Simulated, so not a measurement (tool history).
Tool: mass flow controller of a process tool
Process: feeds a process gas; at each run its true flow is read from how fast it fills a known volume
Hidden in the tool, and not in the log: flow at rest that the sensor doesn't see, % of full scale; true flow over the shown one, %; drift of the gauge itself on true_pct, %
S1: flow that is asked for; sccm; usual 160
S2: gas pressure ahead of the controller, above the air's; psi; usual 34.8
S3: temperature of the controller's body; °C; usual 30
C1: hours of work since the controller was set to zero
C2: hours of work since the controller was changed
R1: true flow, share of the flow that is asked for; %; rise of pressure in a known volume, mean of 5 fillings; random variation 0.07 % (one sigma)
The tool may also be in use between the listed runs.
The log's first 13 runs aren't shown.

run 14 hour=1285.8 | S1=160 S2=34.8 S3=35 | C1=3958 C2=3958 | R1=98.54
run 15 hour=1438.8 | S1=160 S2=34.8 S3=30 | C1=4047 C2=4047 | R1=98.96
run 16 hour=1558.3 | S1=160 S2=34.8 S3=30 | C1=4115 C2=4115 | R1=98.77
run 17 hour=1648.2 | S1=160 S2=34.8 S3=30 | C1=4167 C2=4167 | R1=98.73
run 18 hour=1746.9 | S1=160 S2=34.8 S3=30 | C1=4224 C2=4224 | R1=98.76
run 19 hour=1832.2 | S1=160 S2=34.8 S3=30 | C1=4273 C2=4273 | R1=98.66
run 20 hour=1915.3 | S1=160 S2=34.8 S3=30 | C1=4321 C2=4321 | R1=98.75
run 21 hour=2067.4 | S1=160 S2=34.8 S3=30 | C1=4409 C2=4409 | R1=98.71
run 22 hour=2201.6 | S1=160 S2=34.8 S3=30 | C1=4486 C2=4486 | R1=98.60
run 23 hour=2307.4 | S1=160 S2=34.8 S3=30 | C1=4547 C2=4547 | R1=98.59
run 24 hour=2386.0 | S1=160 S2=34.8 S3=30 | C1=4592 C2=4592 | R1=98.50
run 25 hour=2455.7 | S1=160 S2=24.8 S3=33 | C1=4632 C2=4632 | R1=98.29
run 26 hour=2569.5 | S1=33 S2=34.8 S3=39 | C1=4698 C2=4698 | R1=96.98
run 27 hour=2689.5 | S1=33 S2=34.8 S3=39 | C1=4767 C2=4767 | R1=97.12
run 28 hour=2792.2 | S1=159 S2=29.4 S3=30 | C1=4826 C2=4826 | R1=98.45
run 29 hour=2860.0 | S1=113 S2=34.8 S3=22 | C1=4865 C2=4865 | R1=98.76
run 30 hour=2976.0 | S1=55 S2=22.9 S3=22 | C1=4932 C2=4932 | R1=98.46
run 31 hour=3073.9 | S1=55 S2=22.9 S3=22 | C1=4989 C2=4989 | R1=98.30
run 32 hour=3213.4 | S1=81 S2=30.0 S3=37 | C1=5069 C2=5069 | R1=97.26
run 33 hour=3297.9 | S1=160 S2=34.8 S3=27 | C1=5118 C2=5118 | R1=98.39
run 34 hour=3403.4 | S1=22 S2=39.0 S3=30 | C1=5178 C2=5178 | R1=97.36
run 35 hour=3493.9 | S1=22 S2=39.0 S3=30 | C1=5230 C2=5230 | R1=97.29
run 36 hour=3631.1 | S1=160 S2=32.8 S3=32 | C1=5310 C2=5310 | R1=97.95
run 37 hour=3700.1 | S1=160 S2=32.8 S3=32 | C1=5349 C2=5349 | R1=98.00

Run 38 comes next. What will it give?
run 38 hour=3769.6 | S1=117 S2=26.5 S3=30 | C1=5389 C2=5389 | R1=?

Run 38 gave R1 97.85 %.
Without the tool's hidden state the same run would have given R1 99.17 %.
